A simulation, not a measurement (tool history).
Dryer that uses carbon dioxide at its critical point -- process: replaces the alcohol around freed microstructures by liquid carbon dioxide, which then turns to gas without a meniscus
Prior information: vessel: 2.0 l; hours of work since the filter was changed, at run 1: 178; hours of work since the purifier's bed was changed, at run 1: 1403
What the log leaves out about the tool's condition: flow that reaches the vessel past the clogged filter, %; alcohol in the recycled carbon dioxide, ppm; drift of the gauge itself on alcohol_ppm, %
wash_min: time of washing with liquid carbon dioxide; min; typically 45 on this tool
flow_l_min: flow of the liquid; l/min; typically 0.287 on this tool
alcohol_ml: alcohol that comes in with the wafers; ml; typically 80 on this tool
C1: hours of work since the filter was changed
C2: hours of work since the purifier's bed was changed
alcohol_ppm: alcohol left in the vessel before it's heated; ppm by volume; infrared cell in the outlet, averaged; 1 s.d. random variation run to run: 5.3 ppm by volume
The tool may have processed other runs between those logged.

Run 1, hour 0: usual settings; C1 178; C2 1403. Result: alcohol_ppm 293 ppm by volume.
Run 2, hour 45.1: usual settings; C1 212; C2 1437. Result: alcohol_ppm 299 ppm by volume.
Run 3, hour 77.4: usual settings; C1 237; C2 1462. Result: alcohol_ppm 289 ppm by volume.
At hour 114.6: purifier's bed changed.
Run 4, hour 118.1: usual settings but wash_min 47 min; C1 265; C2 3. Result: alcohol_ppm 128 ppm by volume.
Run 5, hour 146.6: usual settings but wash_min 47 min, alcohol_ml 51 ml; C1 287; C2 24. Result: alcohol_ppm 93 ppm by volume.
Run 6, hour 172.4: usual settings; C1 306; C2 44. Result: alcohol_ppm 168 ppm by volume.
Run 7, hour 204.3: usual settings; C1 330; C2 68. Result: alcohol_ppm 178 ppm by volume.
Run 8, hour 229.8: usual settings; C1 349; C2 87. Result: alcohol_ppm 183 ppm by volume.
At hour 259.2: inlet filter changed.
Run 9, hour 271.3: usual settings but wash_min 42 min; C1 9; C2 117. Result: alcohol_ppm 198 ppm by volume.
Run 10, hour 312.3: usual settings but wash_min 42 min; C1 40; C2 148. Result: alcohol_ppm 206 ppm by volume.
Run 11, hour 355.7: usual settings but wash_min 42 min; C1 73; C2 181. Result: alcohol_ppm 205 ppm by volume.
Run 12, hour 382.8: usual settings but wash_min 42 min; C1 93; C2 201. Result: alcohol_ppm 219 ppm by volume.
Run 13, hour 404.4: usual settings but wash_min 42 min; C1 109; C2 218. Result: alcohol_ppm 223 ppm by volume.
Run 14, hour 427.1: usual settings but wash_min 42 min; C1 127; C2 235. Result: alcohol_ppm 219 ppm by volume.
Run 15, hour 467.9: usual settings but wash_min 42 min; C1 157; C2 265. Result: alcohol_ppm 232 ppm by volume.
Run 16, hour 491.8: usual settings but wash_min 42 min; C1 175; C2 283. Result: alcohol_ppm 230 ppm by volume.
Run 17, hour 535: usual settings but wash_min 42 min; C1 208; C2 316. Result: alcohol_ppm 252 ppm by volume.
Run 18, hour 577.1: usual settings; C1 240; C2 348. Result: alcohol_ppm 187 ppm by volume.
Run 19, hour 612.6: usual settings but alcohol_ml 56 ml; C1 266; C2 375. Result: alcohol_ppm 149 ppm by volume.
Run 20, hour 652.8: usual settings but alcohol_ml 56 ml; C1 297; C2 405. Result: alcohol_ppm 155 ppm by volume.
Run 21, hour 691.1: usual settings but alcohol_ml 56 ml; C1 325; C2 434. Result: alcohol_ppm 158 ppm by volume.
Run 22, hour 722.6: usual settings but wash_min 31 min, flow_l_min 0.344 l/min, alcohol_ml 59 ml; C1 349; C2 457. Result: alcohol_ppm 350 ppm by volume.
Run 23, hour 743.7: usual settings but wash_min 31 min, flow_l_min 0.344 l/min, alcohol_ml 59 ml; C1 365; C2 473. Result: alcohol_ppm 361 ppm by volume.
At hour 755.7: inlet filter changed.
Run 24, hour 789.8: usual settings but wash_min 31 min, flow_l_min 0.344 l/min, alcohol_ml 59 ml; C1 26; C2 507. Result: alcohol_ppm 287 ppm by volume.
Run 25, hour 824.2: usual settings but wash_min 31 min, flow_l_min 0.344 l/min, alcohol_ml 59 ml; C1 52; C2 533. Result: alcohol_ppm 300 ppm by volume.
Run 26, hour 853.7: usual settings but wash_min 31 min, flow_l_min 0.344 l/min, alcohol_ml 59 ml; C1 74; C2 555. Result: alcohol_ppm 305 ppm by volume.
Run 27, hour 892.8: usual settings but flow_l_min 0.465 l/min, alcohol_ml 58 ml; C1 103; C2 585. Result: alcohol_ppm 66 ppm by volume.
Run 28, hour 917.7: usual settings but wash_min 31 min, alcohol_ml 26 ml; C1 122; C2 604. Result: alcohol_ppm 327 ppm by volume.
Run 29, hour 942.2: usual settings but wash_min 29 min, flow_l_min 0.203 l/min, alcohol_ml 118 ml; C1 141; C2 622. Result: alcohol_ppm 4916 ppm by volume.
Run 30, hour 969.4: usual settings but wash_min 37 min, flow_l_min 0.315 l/min, alcohol_ml 30 ml; C1 161; C2 643. Result: alcohol_ppm 153 ppm by volume.
Run 31, hour 992.4: usual settings but wash_min 59 min, flow_l_min 0.315 l/min, alcohol_ml 116 ml; C1 178; C2 660. Result: alcohol_ppm 95 ppm by volume.
Run 32, hour 1024.5: usual settings but wash_min 59 min, flow_l_min 0.315 l/min, alcohol_ml 116 ml; C1 203; C2 684. Result: alcohol_ppm 86 ppm by volume.
Run 33, hour 1054: usual settings but alcohol_ml 112 ml; C1 225; C2 706. Result: alcohol_ppm 288 ppm by volume.
Run 34, hour 1098: usual settings but alcohol_ml 112 ml; C1 258; C2 740. Result: alcohol_ppm 276 ppm by volume.
Run 35, hour 1127.7: usual settings but wash_min 35 min, alcohol_ml 30 ml; C1 280; C2 762. Result: alcohol_ppm 272 ppm by volume.
Run 36, hour 1147.3: usual settings but wash_min 46 min, flow_l_min 0.443 l/min, alcohol_ml 46 ml; C1 295; C2 777. Result: alcohol_ppm 84 ppm by volume.
Run 37, hour 1192: usual settings but wash_min 46 min, flow_l_min 0.443 l/min, alcohol_ml 46 ml; C1 329; C2 810. Result: alcohol_ppm 89 ppm by volume.
Run 38, hour 1236: usual settings but flow_l_min 0.453 l/min, alcohol_ml 30 ml; C1 362; C2 844. Result: alcohol_ppm 90 ppm by volume.

The next listed run, before its measurement:
At hour 1250.4: inlet filter changed.
Run 39, hour 1261.8: usual settings but flow_l_min 0.315 l/min, alcohol_ml 67 ml; C1 9; C2 862. Result: alcohol_ppm ?.

{"run 39": {"alcohol_ppm": 149}}
Take away the tool's hidden state, keep the run-to-run variation as it was, and the same run would have given alcohol_ppm 63 ppm by volume.

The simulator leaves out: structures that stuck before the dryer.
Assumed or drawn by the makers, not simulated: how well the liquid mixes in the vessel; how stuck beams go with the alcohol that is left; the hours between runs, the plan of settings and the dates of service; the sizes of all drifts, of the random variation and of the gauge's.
